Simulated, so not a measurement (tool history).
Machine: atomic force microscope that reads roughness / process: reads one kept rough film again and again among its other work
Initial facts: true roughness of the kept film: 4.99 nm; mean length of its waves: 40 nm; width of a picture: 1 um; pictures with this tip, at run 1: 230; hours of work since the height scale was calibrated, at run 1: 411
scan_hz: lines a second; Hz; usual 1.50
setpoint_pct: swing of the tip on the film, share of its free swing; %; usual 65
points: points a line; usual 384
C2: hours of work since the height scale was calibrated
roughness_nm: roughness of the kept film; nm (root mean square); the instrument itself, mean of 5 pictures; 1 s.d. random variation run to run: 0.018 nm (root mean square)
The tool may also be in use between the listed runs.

{"run": 1, "hour": 0.0, "scan_hz": 1.5, "setpoint_pct": 65, "points": 384, "pictures with this tip": 230, "C2": 411, "roughness_nm": 3.839}
{"run": 2, "hour": 31.3, "scan_hz": 0.62, "setpoint_pct": 65, "points": 384, "pictures with this tip": 253, "C2": 423, "roughness_nm": 3.971}
{"run": 3, "hour": 78.1, "scan_hz": 0.62, "setpoint_pct": 65, "points": 384, "pictures with this tip": 287, "C2": 442, "roughness_nm": 3.903}
{"run": 4, "hour": 121.5, "scan_hz": 0.62, "setpoint_pct": 69, "points": 384, "pictures with this tip": 318, "C2": 459, "roughness_nm": 3.804}
{"hour": 130.4, "done": "new tip fitted"}
{"run": 5, "hour": 160.0, "scan_hz": 0.62, "setpoint_pct": 69, "points": 384, "pictures with this tip": 21, "C2": 475, "roughness_nm": 4.366}
{"run": 6, "hour": 190.1, "scan_hz": 0.62, "setpoint_pct": 69, "points": 384, "pictures with this tip": 43, "C2": 487, "roughness_nm": 4.329}
{"run": 7, "hour": 230.6, "scan_hz": 2.26, "setpoint_pct": 65, "points": 384, "pictures with this tip": 72, "C2": 503, "roughness_nm": 3.999}
{"run": 8, "hour": 262.4, "scan_hz": 2.26, "setpoint_pct": 65, "points": 384, "pictures with this tip": 95, "C2": 516, "roughness_nm": 3.901}
{"run": 9, "hour": 287.2, "scan_hz": 0.92, "setpoint_pct": 65, "points": 384, "pictures with this tip": 113, "C2": 526, "roughness_nm": 4.134}
{"run": 10, "hour": 319.7, "scan_hz": 0.92, "setpoint_pct": 65, "points": 384, "pictures with this tip": 137, "C2": 539, "roughness_nm": 4.093}
{"run": 11, "hour": 352.8, "scan_hz": 0.92, "setpoint_pct": 65, "points": 384, "pictures with this tip": 161, "C2": 552, "roughness_nm": 4.039}
{"run": 12, "hour": 406.4, "scan_hz": 0.92, "setpoint_pct": 65, "points": 384, "pictures with this tip": 199, "C2": 574, "roughness_nm": 3.975}
{"run": 13, "hour": 438.3, "scan_hz": 0.92, "setpoint_pct": 88, "points": 384, "pictures with this tip": 222, "C2": 586, "roughness_nm": 3.598}
{"run": 14, "hour": 468.1, "scan_hz": 0.92, "setpoint_pct": 88, "points": 384, "pictures with this tip": 244, "C2": 598, "roughness_nm": 3.59}
{"run": 15, "hour": 509.3, "scan_hz": 0.92, "setpoint_pct": 88, "points": 384, "pictures with this tip": 274, "C2": 615, "roughness_nm": 3.529}
{"run": 16, "hour": 553.0, "scan_hz": 1.23, "setpoint_pct": 69, "points": 329, "pictures with this tip": 305, "C2": 633, "roughness_nm": 3.695}
{"hour": 578.0, "done": "new tip fitted"}
{"run": 17, "hour": 589.3, "scan_hz": 1.12, "setpoint_pct": 59, "points": 329, "pictures with this tip": 8, "C2": 647, "roughness_nm": 4.34}
{"run": 18, "hour": 635.6, "scan_hz": 1.12, "setpoint_pct": 59, "points": 329, "pictures with this tip": 41, "C2": 666, "roughness_nm": 4.243}
{"run": 19, "hour": 674.7, "scan_hz": 1.12, "setpoint_pct": 59, "points": 329, "pictures with this tip": 70, "C2": 681, "roughness_nm": 4.223}
{"run": 20, "hour": 707.1, "scan_hz": 1.12, "setpoint_pct": 59, "points": 329, "pictures with this tip": 93, "C2": 694, "roughness_nm": 4.186}
{"run": 21, "hour": 729.8, "scan_hz": 1.34, "setpoint_pct": 65, "points": 948, "pictures with this tip": 109, "C2": 703, "roughness_nm": 4.037}
{"run": 22, "hour": 784.2, "scan_hz": 1.5, "setpoint_pct": 80, "points": 718, "pictures with this tip": 149, "C2": 725, "roughness_nm": 3.646}

Some steps in roughness_nm, run to run, broken into two amounts with sign: the step expected even without the hidden condition (settings, incoming material, random variation), and the rest, left for the hidden condition together with whatever gauge scatter is not in both the measured and the hidden-condition-free result:
Hidden state present: radius of the tip, nm; height scale over the true one, %; drift of the gauge itself on roughness_nm, %.
Run 4 -> 5: new tip fitted. roughness_nm +0.562 nm (root mean square): hidden state +0.525, all else +0.037.
Run 16 -> 17: scan_hz 1.23 -> 1.12, setpoint_pct 69 -> 59, new tip fitted. roughness_nm +0.645 nm (root mean square): hidden state +0.483, all else +0.162.

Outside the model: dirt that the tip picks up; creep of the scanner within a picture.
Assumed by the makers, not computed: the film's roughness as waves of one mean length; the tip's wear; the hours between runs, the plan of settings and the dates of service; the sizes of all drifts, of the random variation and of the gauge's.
